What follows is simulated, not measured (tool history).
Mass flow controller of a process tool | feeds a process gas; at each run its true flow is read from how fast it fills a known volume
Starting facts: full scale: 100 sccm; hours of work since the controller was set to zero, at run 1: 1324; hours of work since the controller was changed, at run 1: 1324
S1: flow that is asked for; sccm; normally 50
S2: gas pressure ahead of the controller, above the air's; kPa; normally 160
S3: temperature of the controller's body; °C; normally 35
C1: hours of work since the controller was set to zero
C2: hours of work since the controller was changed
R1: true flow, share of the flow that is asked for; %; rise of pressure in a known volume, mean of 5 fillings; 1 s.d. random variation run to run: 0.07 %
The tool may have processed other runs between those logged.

| run | hour | S1 | S2 | S3 | C1 | C2 | R1 |
|---|---|---|---|---|---|---|---|
| 1 | 0 | 50 | 160 | 35 | 1324 | 1324 | 99.24 |
| 2 | 379.8 | 50 | 160 | 35 | 1507 | 1507 | 99.28 |
| 3 | 657 | 50 | 160 | 35 | 1640 | 1640 | 99.4 |
| 4 | 954 | 50 | 160 | 35 | 1783 | 1783 | 99.36 |
| 5 | 1338.4 | 50 | 160 | 35 | 1969 | 1969 | 99.52 |
| 6 | 1560 | 50 | 160 | 35 | 2075 | 2075 | 99.54 |
| 7 | 2000.6 | 50 | 160 | 35 | 2288 | 2288 | 99.32 |
| 8 | 2272.6 | 50 | 273 | 35 | 2419 | 2419 | 99.7 |
| 9 | 2617.7 | 10 | 160 | 35 | 2585 | 2585 | 97.35 |
| 10 | 3122 | 10 | 160 | 35 | 2828 | 2828 | 97.32 |
| 11 | 3378.3 | 10 | 160 | 35 | 2951 | 2951 | 97.09 |
| 12 | 3622.8 | 10 | 160 | 35 | 3069 | 3069 | 97.15 |
| 13 | 4093.8 | 10 | 160 | 35 | 3296 | 3296 | 96.96 |
| 14 | 4325.1 | 17 | 160 | 35 | 3407 | 3407 | 98.16 |
| 15 | 4702.6 | 17 | 160 | 35 | 3589 | 3589 | 98.21 |
| 16 | 5242.8 | 50 | 160 | 35 | 3849 | 3849 | 99.71 |
| 17 | 5715.1 | 50 | 160 | 35 | 4077 | 4077 | 99.83 |
| 18 | 6266.9 | 50 | 160 | 35 | 4342 | 4342 | 99.83 |
| 19 | 6721.2 | 50 | 160 | 26 | 4561 | 4561 | 100.15 |
| 20 | 7191.1 | 15 | 160 | 35 | 4788 | 4788 | 97.76 |
| 21 | 7474.8 | 15 | 160 | 35 | 4924 | 4924 | 97.66 |
| 22 | 7756.8 | 15 | 160 | 35 | 5060 | 5060 | 97.77 |
| 23 | 8016.2 | 15 | 160 | 35 | 5185 | 5185 | 97.45 |
| 24 | 8510.7 | 75 | 185 | 26 | 5423 | 5423 | 100.82 |
| 25 | 9036.5 | 50 | 160 | 32 | 5676 | 5676 | 100.14 |
| 26 | 9525.7 | 50 | 225 | 24 | 5912 | 5912 | 100.48 |
| 27 | 9778.4 | 50 | 160 | 31 | 6034 | 6034 | 100.27 |
| 28 | 10254.8 | 84 | 160 | 38 | 6263 | 6263 | 100.8 |
| 29 | 10564.6 | 84 | 160 | 38 | 6412 | 6412 | 100.88 |
| 30 | 10913.3 | 19 | 160 | 26 | 6580 | 6580 | 98.3 |
| 31 | 11341.4 | 16 | 165 | 35 | 6787 | 6787 | 97.59 |
| 32 | 11751.2 | 72 | 151 | 26 | 6984 | 6984 | 101.03 |
| 33 | 12221.5 | 13 | 178 | 33 | 7211 | 7211 | 96.56 |
| 34 | 12764.4 | 19 | 147 | 29 | 7472 | 7472 | 98.24 |
| 35 | 13103.2 | 31 | 160 | 27 | 7635 | 7635 | 99.59 |
| 36 | 13617.1 | 31 | 160 | 27 | 7883 | 7883 | 99.72 |
|  | 13849.8 | controller exchanged for a calibrated one |
| 37 | 14018.9 | 31 | 226 | 21 | 81 | 81 | 99.43 |
| 38 | 14329.6 | 17 | 277 | 38 | 231 | 231 | 99.04 |
| 39 | 14626.9 | 79 | 277 | 28 | 374 | 374 | 100.1 |
| 40 | 14923.4 | 43 | 277 | 26 | 517 | 517 | 99.55 |
| 41 | 15458.3 | 53 | 151 | 21 | 775 | 775 | 99.64 |
| 42 | 15965.5 | 41 | 151 | 21 | 1019 | 1019 | 99.51 |
| 43 | 16282.1 | 95 | 151 | 22 | 1172 | 1172 | 100.24 |
| 44 | 16595.6 | 50 | 269 | 32 | 1323 | 1323 | 99.6 |
| 45 | 16849.9 | 14 | 269 | 36 | 1445 | 1445 | 98.59 |
| 46 | 17350.1 | 21 | 269 | 36 | 1686 | 1686 | 98.95 |

Each row is a separate what-if for the run after 46, all from the same tool condition, not one after another. Results?
| A | 17829 | 53 | 186 | 37 | 1917 | 1917 | ? |
| B | 17829 | 20 | 269 | 25 | 1917 | 1917 | ? |
| C | 17829 | 52 | 236 | 26 | 1917 | 1917 | ? |
| D | 17829 | 67 | 154 | 25 | 1917 | 1917 | ? |

| run | R1 |
|---|---|
| A | 99.5 |
| B | 99.23 |
| C | 99.97 |
| D | 99.93 |
Take away the tool's hidden state, keep each run's random variation, and the runs would have read:
| run | R1 |
|---|---|
| A | 99.22 |
| B | 99.43 |
| C | 99.69 |
| D | 99.59 |
